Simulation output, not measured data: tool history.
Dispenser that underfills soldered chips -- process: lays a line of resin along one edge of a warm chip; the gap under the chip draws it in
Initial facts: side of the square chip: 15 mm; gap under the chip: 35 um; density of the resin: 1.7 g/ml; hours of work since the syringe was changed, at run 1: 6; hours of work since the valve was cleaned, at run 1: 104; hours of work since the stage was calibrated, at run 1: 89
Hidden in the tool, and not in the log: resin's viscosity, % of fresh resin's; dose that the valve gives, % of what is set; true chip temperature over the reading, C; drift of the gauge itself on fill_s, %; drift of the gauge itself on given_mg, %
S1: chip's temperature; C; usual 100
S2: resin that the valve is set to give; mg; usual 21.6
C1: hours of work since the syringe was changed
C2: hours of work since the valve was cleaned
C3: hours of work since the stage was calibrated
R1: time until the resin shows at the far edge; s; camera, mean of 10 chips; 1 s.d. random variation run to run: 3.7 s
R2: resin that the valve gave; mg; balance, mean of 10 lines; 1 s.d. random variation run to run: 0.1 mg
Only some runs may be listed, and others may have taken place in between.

Run 1, day 0: usual settings; C1 6; C2 104; C3 89. Result: R1 661 s, R2 19.84 mg.
Run 2, day 0.171: usual settings but S2 19.8 mg; C1 9; C2 107; C3 92. Result: R1 840.8 s, R2 18.05 mg.
At day 0.338: new syringe of resin.
Run 3, day 0.362: usual settings but S2 27.9 mg; C1 0; C2 109; C3 95. Result: R1 396.6 s, R2 25.22 mg.
Run 4, day 0.525: usual settings but S2 27.9 mg; C1 3; C2 112; C3 97. Result: R1 494.9 s, R2 25.47 mg.
Run 5, day 0.725: usual settings but S2 27.9 mg; C1 6; C2 115; C3 100. Result: R1 638.6 s, R2 25.2 mg.
Run 6, day 0.95: usual settings but S2 27.9 mg; C1 9; C2 118; C3 104. Result: R1 856.2 s, R2 25.24 mg.
At day 1.058: new syringe of resin.
Run 7, day 1.204: usual settings but S2 27.9 mg; C1 2; C2 122; C3 107. Result: R1 461.8 s, R2 25.18 mg.
Run 8, day 1.421: usual settings but S2 24.8 mg; C1 6; C2 125; C3 111. Result: R1 614.4 s, R2 22.27 mg.
Run 9, day 1.65: usual settings but S2 24.8 mg; C1 9; C2 129; C3 114. Result: R1 862.9 s, R2 22.08 mg.
At day 1.779: new syringe of resin.
Run 10, day 1.821: usual settings but S2 24.8 mg; C1 1; C2 131; C3 117. Result: R1 397.8 s, R2 22.12 mg.
At day 1.888: dispensing valve cleaned and set on the balance.
Run 11, day 2.083: usual settings but S1 94 C, S2 18.4 mg; C1 4; C2 3; C3 120. Result: R1 737.1 s, R2 18.18 mg.
Run 12, day 2.267: usual settings but S1 94 C, S2 18.4 mg; C1 7; C2 6; C3 123. Result: R1 932.6 s, R2 18.19 mg.
Run 13, day 2.488: usual settings but S1 106 C, S2 24.1 mg; C1 10; C2 9; C3 126. Result: R1 700.1 s, R2 23.84 mg.
At day 2.529: new syringe of resin.
Run 14, day 2.775: usual settings but S1 106 C, S2 26.4 mg; C1 4; C2 13; C3 131. Result: R1 406.7 s, R2 26.09 mg.
Run 15, day 2.942: usual settings but S1 96 C, S2 26.2 mg; C1 6; C2 16; C3 133. Result: R1 776.8 s, R2 26 mg.
Run 16, day 3.092: usual settings but S1 105 C, S2 24.1 mg; C1 9; C2 18; C3 135. Result: R1 654.4 s, R2 23.88 mg.
Run 17, day 3.208: usual settings but S1 96 C; C1 10; C2 20; C3 137. Result: R1 1138.8 s, R2 21.23 mg.
At day 3.238: new syringe of resin.
Run 18, day 3.425: usual settings but S1 96 C; C1 3; C2 23; C3 140. Result: R1 595.7 s, R2 20.92 mg.
Run 19, day 3.621: usual settings but S1 94 C, S2 24.2 mg; C1 6; C2 26; C3 143. Result: R1 822 s, R2 23.8 mg.

Below are 5 alternative next runs, each starting from the tool's condition after run 19. Predict each:
Run A, day 3.75: usual settings but S1 89 C, S2 20.4 mg; C1 8; C2 28; C3 145. Result: R1 ?, R2 ?.
Run B, day 3.75: usual settings but S1 104 C, S2 19.2 mg; C1 8; C2 28; C3 145. Result: R1 ?, R2 ?.
Run C, day 3.75: usual settings but S1 88 C, S2 24.2 mg; C1 8; C2 28; C3 145. Result: R1 ?, R2 ?.
Run D, day 3.75: usual settings but S1 104 C, S2 19.2 mg; C1 8; C2 28; C3 145. Result: R1 ?, R2 ?.
Run E, day 3.75: usual settings but S1 92 C, S2 18.5 mg; C1 8; C2 28; C3 145. Result: R1 ?, R2 ?.

run      R1     R2
  A  1302.7  19.92
  B   658.9  18.86
  C  1305.8  23.53
  D   650.3  18.89
  E    1111  18.17
Stripped of hidden state, with their random variation kept, the same runs would have yielded:
run     R1     R2
  A  625.3  20.35
  B  317.4  19.26
  C  627.7  24.05
  D    313   19.3
  E  532.9  18.56
